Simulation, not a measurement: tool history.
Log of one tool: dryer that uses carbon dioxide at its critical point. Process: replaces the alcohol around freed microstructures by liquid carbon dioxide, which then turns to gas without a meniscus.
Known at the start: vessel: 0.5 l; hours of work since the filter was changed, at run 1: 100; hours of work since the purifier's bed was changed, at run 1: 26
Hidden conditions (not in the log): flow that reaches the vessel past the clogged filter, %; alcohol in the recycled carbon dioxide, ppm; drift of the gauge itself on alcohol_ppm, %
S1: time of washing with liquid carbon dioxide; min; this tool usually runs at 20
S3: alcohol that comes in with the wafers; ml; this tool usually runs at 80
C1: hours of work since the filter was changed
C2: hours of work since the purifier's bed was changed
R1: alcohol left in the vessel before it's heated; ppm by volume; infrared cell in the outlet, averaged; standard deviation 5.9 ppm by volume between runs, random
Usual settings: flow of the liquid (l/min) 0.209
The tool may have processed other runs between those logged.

{"run": 1, "hour": 0.0, "S1": 20, "flow of the liquid (l/min)": 0.209, "S3": 80, "C1": 100, "C2": 26, "R1": 283}
{"run": 2, "hour": 6.8, "S1": 20, "flow of the liquid (l/min)": 0.209, "S3": 80, "C1": 103, "C2": 29, "R1": 281}
{"run": 3, "hour": 16.9, "S1": 20, "flow of the liquid (l/min)": 0.209, "S3": 40, "C1": 107, "C2": 33, "R1": 149}
{"run": 4, "hour": 26.2, "S1": 20, "flow of the liquid (l/min)": 0.209, "S3": 40, "C1": 112, "C2": 37, "R1": 163}
{"run": 5, "hour": 33.4, "S1": 25, "flow of the liquid (l/min)": 0.209, "S3": 80, "C1": 115, "C2": 40, "R1": 71}
{"run": 6, "hour": 42.9, "S1": 25, "flow of the liquid (l/min)": 0.209, "S3": 80, "C1": 119, "C2": 45, "R1": 87}
{"run": 7, "hour": 54.3, "S1": 25, "flow of the liquid (l/min)": 0.209, "S3": 80, "C1": 124, "C2": 50, "R1": 77}
{"run": 8, "hour": 65.5, "S1": 24, "flow of the liquid (l/min)": 0.209, "S3": 80, "C1": 129, "C2": 54, "R1": 101}
{"run": 9, "hour": 76.6, "S1": 24, "flow of the liquid (l/min)": 0.209, "S3": 80, "C1": 134, "C2": 59, "R1": 111}
{"run": 10, "hour": 83.2, "S1": 24, "flow of the liquid (l/min)": 0.209, "S3": 80, "C1": 137, "C2": 62, "R1": 109}
{"run": 11, "hour": 88.8, "S1": 20, "flow of the liquid (l/min)": 0.209, "S3": 29, "C1": 139, "C2": 65, "R1": 141}
{"run": 12, "hour": 95.9, "S1": 20, "flow of the liquid (l/min)": 0.328, "S3": 80, "C1": 142, "C2": 68, "R1": 45}
{"run": 13, "hour": 105.9, "S1": 20, "flow of the liquid (l/min)": 0.328, "S3": 80, "C1": 147, "C2": 72, "R1": 46}
{"run": 14, "hour": 115.9, "S1": 20, "flow of the liquid (l/min)": 0.328, "S3": 80, "C1": 151, "C2": 77, "R1": 43}
{"run": 15, "hour": 125.4, "S1": 31, "flow of the liquid (l/min)": 0.27, "S3": 37, "C1": 155, "C2": 81, "R1": 48}
{"run": 16, "hour": 134.8, "S1": 31, "flow of the liquid (l/min)": 0.136, "S3": 37, "C1": 159, "C2": 85, "R1": 164}
{"run": 17, "hour": 143.7, "S1": 13, "flow of the liquid (l/min)": 0.224, "S3": 80, "C1": 163, "C2": 89, "R1": 2068}
{"run": 18, "hour": 154.8, "S1": 16, "flow of the liquid (l/min)": 0.26, "S3": 41, "C1": 168, "C2": 94, "R1": 218}
{"run": 19, "hour": 163.1, "S1": 20, "flow of the liquid (l/min)": 0.209, "S3": 25, "C1": 172, "C2": 97, "R1": 160}
{"run": 20, "hour": 169.0, "S1": 23, "flow of the liquid (l/min)": 0.196, "S3": 39, "C1": 174, "C2": 100, "R1": 141}
{"run": 21, "hour": 174.3, "S1": 27, "flow of the liquid (l/min)": 0.158, "S3": 102, "C1": 177, "C2": 102, "R1": 378}
{"run": 22, "hour": 181.7, "S1": 32, "flow of the liquid (l/min)": 0.209, "S3": 80, "C1": 180, "C2": 106, "R1": 67}
{"run": 23, "hour": 189.0, "S1": 32, "flow of the liquid (l/min)": 0.232, "S3": 23, "C1": 183, "C2": 109, "R1": 58}
{"run": 24, "hour": 195.7, "S1": 29, "flow of the liquid (l/min)": 0.219, "S3": 23, "C1": 186, "C2": 112, "R1": 72}
{"run": 25, "hour": 202.2, "S1": 29, "flow of the liquid (l/min)": 0.219, "S3": 23, "C1": 189, "C2": 115, "R1": 75}
{"run": 26, "hour": 212.7, "S1": 17, "flow of the liquid (l/min)": 0.173, "S3": 83, "C1": 194, "C2": 119, "R1": 2102}
{"run": 27, "hour": 223.3, "S1": 17, "flow of the liquid (l/min)": 0.127, "S3": 92, "C1": 198, "C2": 124, "R1": 7291}

Pick out some run-to-run changes in R1. Of each, how much would a tool without hidden state show as well, from the settings, what came in and chance, and how much is left for the hidden state and any gauge scatter not in both results compared?
Run 25 -> 26: S1 29 -> 17, flow of the liquid (l/min) 0.219 -> 0.173, S3 23 -> 83. R1 +2027 ppm by volume: hidden state +534, all else +1493.
Run 26 -> 27: flow of the liquid (l/min) 0.173 -> 0.127, S3 83 -> 92. R1 +5189 ppm by volume: hidden state +944, all else +4245.

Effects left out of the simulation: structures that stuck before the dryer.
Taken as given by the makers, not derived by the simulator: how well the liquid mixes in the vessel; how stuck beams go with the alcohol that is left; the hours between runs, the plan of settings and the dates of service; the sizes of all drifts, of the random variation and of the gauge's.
